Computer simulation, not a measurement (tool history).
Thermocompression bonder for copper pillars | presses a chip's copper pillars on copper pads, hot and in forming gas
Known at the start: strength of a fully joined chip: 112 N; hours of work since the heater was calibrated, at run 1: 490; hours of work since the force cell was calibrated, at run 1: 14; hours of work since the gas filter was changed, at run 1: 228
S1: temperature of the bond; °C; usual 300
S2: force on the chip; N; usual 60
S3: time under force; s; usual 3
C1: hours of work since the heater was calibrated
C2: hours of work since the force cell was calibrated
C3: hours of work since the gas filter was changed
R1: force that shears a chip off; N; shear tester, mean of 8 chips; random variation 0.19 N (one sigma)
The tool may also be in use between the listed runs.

run   hour   S1  S2  S3   C1   C2   C3    R1
  1    0.0  300  60   3  490   14  228  52.0
  2    8.0  300  60   3  494   19  232  52.2
  3   12.1  300  60   3  496   21  234  52.0
  4   18.8  300  60   3  499   24  238  51.9
  5   27.0  300  60   3  504   28  242  52.0
  6   32.7  300  60   3  506   31  245  52.2
      35.7  -- forming gas filter changed
  7   41.0  300  60   3  510   35    3  54.5
  8   45.1  300  60   3  512   37    5  54.5
  9   50.6  300  60   3  515   40    8  54.5
 10   54.7  300  60   3  517   42   10  53.9
 11   61.9  300  64   3  521   46   13  57.7
 12   68.8  300  60   4  524   49   17  59.6
 13   75.6  300  60   4  528   53   20  59.8
 14   82.4  300  60   4  531   56   24  60.0
 15   88.4  300  60   4  534   59   27  59.8
 16   98.0  327  60   3  539   64   32  73.1
 17  102.6  327  60   3  542   66   34  73.3
 18  111.5  327  87   3  546   71   38  93.0
 19  120.6  300  60   3  551   75   43  54.2
 20  124.9  294  60   3  553   78   45  49.6
 21  133.3  298  38   7  557   82   50  44.8
 22  138.5  298  38   7  560   85   52  44.7
 23  145.4  280  58   2  563   88   56  33.0
 24  153.8  328  50   7  568   92   60  80.4
 25  160.1  273  62   2  571   95   63  31.4
 26  164.2  321  54   3  573   98   65  63.1
 27  170.8  289  79   8  576  101   69  79.8
 28  178.1  286  79   2  580  105   72  50.6
 29  182.8  300  36   3  582  107   75  31.2
 30  191.0  308  52   2  586  111   79  44.6
 31  197.0  297  42   7  590  114   82  49.0
 32  200.9  279  51   8  592  116   84  48.5
 33  209.7  292  54   3  596  121   88  43.2
 34  215.8  300  63   3  599  124   91  56.1
 35  222.9  325  52   2  603  127   95  55.6
 36  231.1  305  60   9  607  131   99  79.0
 37  237.1  305  60   4  610  135  102  62.7
 38  244.0  276  60   2  613  138  106  32.0
 39  252.6  276  60   2  618  142  110  31.8
 40  259.5  316  60   7  621  146  114  81.4

Forecast each of these 4 alternatives for the next run:
  A  265.2  317  60   7  624  149  116   ?
  B  265.2  276  54   3  624  149  116   ?
  C  265.2  316  60   3  624  149  116   ?
  D  265.2  316  55   3  624  149  116   ?

run    R1
  A  82.4
  B  33.3
  C  64.9
  D  59.9
Without the tool's hidden state the same runs would have given:
run    R1
  A  80.4
  B  30.8
  C  62.2
  D  57.2
